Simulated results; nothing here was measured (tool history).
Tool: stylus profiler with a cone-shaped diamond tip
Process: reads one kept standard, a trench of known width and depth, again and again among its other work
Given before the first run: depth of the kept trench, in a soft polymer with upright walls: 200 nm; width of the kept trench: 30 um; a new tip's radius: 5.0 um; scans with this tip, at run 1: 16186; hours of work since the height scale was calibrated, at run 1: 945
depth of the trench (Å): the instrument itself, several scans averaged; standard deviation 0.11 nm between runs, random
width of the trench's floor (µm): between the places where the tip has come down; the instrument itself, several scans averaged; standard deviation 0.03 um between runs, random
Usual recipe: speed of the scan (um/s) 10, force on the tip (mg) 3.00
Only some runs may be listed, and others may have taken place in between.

run	hour	speed of the scan (um/s)	force on the tip (mg)	scans with this tip	hours of work since the height scale was calibrated	depth of the trench (Å)	width of the trench's floor (µm)
1	0.0	10	3.00	16186	945	2041.8	26.65
2	92.8	10	3.00	16517	1002	2041.7	26.66
3	212.0	10	3.00	16943	1076	2042.4	26.60
4	337.1	10	3.00	17389	1153	2043.7	26.62
5	441.8	10	6.77	17762	1217	2067.3	26.62
6	563.9	10	3.00	18198	1293	2041.2	26.53
7	687.9	10	3.00	18640	1369	2043.5	26.58
8	815.3	10	3.00	19094	1448	2044.5	26.52
9	899.1	10	3.00	19393	1500	2042.2	26.60
10	959.6	5	3.00	19609	1537	2044.8	26.56
11	1046.1	10	1.18	19918	1591	2027.4	26.50
12	1104.4	10	1.18	20126	1627	2027.5	26.46
13	1213.8	10	1.18	20516	1694	2028.5	26.46
# hour 1327.2: height scale calibrated on a step standard
14	1327.2	10	2.37	20918	0	2046.8	26.49
15	1420.0	21	2.37	21249	57	2045.3	26.47
16	1474.2	21	2.37	21443	91	2046.8	26.41
17	1541.1	21	2.37	21681	132	2046.5	26.43
# hour 1639.4: height scale calibrated on a step standard, once more
18	1639.4	10	3.00	22030	0	2034.3	26.52
19	1704.6	10	3.00	22263	40	2036.4	26.49
20	1766.3	10	3.00	22483	78	2035.3	26.48
21	1878.7	10	3.00	22884	148	2037.8	26.47
22	1994.5	12	2.26	23297	219	2030.6	26.37
23	2064.1	31	8.00	23545	262	2069.9	26.34
24	2139.8	14	8.03	23815	309	2069.7	26.44
25	2208.4	10	1.60	24060	351	2026.1	26.36
26	2302.8	2	1.60	24396	410	2026.5	26.45
27	2392.1	11	2.95	24715	465	2037.7	26.42
28	2445.9	11	2.95	24907	498	2037.5	26.37
29	2516.4	10	1.72	25158	542	2029.6	26.37
30	2593.4	10	1.72	25433	589	2027.0	26.35
31	2709.9	10	1.72	25849	661	2027.0	26.38
32	2771.4	10	1.72	26068	699	2029.5	26.32
33	2824.3	10	1.72	26256	732	2028.4	26.36
34	2946.3	10	2.46	26692	807	2034.8	26.31
35	3009.9	6	1.18	26919	846	2024.6	26.35
36	3116.9	14	7.29	27300	912	2069.6	26.34
37	3227.0	3	1.70	27693	980	2031.4	26.36
38	3306.1	3	1.70	27975	1029	2030.2	26.34
39	3423.3	3	3.14	28393	1102	2044.1	26.36
40	3479.8	21	3.63	28595	1137	2048.9	26.21

Same runs, no hidden state in the tool, same run-to-run variation:
Unlogged tool condition in this case: radius of the tip, um; height scale over the true one, %; drift of the gauge itself on depth_nm, %; drift of the gauge itself on floor_um, %.
run	depth of the trench (Å)	width of the trench's floor (µm)
1	2036.2	27.14
2	2035.7	27.17
3	2035.9	27.12
4	2036.8	27.16
5	2059.9	27.17
6	2033.4	27.09
7	2035.2	27.15
8	2035.7	27.10
9	2033.1	27.19
10	2035.5	27.16
11	2017.8	27.11
12	2017.7	27.07
13	2018.3	27.08
14	2030.9	27.13
15	2029.0	27.12
16	2030.3	27.07
17	2029.8	27.09
18	2033.7	27.19
19	2035.6	27.17
20	2034.2	27.17
21	2036.2	27.16
22	2028.6	27.08
23	2067.5	27.05
24	2067.0	27.16
25	2023.2	27.09
26	2023.2	27.19
27	2034.0	27.17
28	2033.6	27.12
29	2025.5	27.13
30	2022.6	27.12
31	2022.1	27.16
32	2024.4	27.11
33	2023.1	27.16
34	2029.0	27.11
35	2018.5	27.16
36	2062.9	27.16
37	2024.4	27.19
38	2022.9	27.18
39	2036.4	27.21
40	2040.9	27.06

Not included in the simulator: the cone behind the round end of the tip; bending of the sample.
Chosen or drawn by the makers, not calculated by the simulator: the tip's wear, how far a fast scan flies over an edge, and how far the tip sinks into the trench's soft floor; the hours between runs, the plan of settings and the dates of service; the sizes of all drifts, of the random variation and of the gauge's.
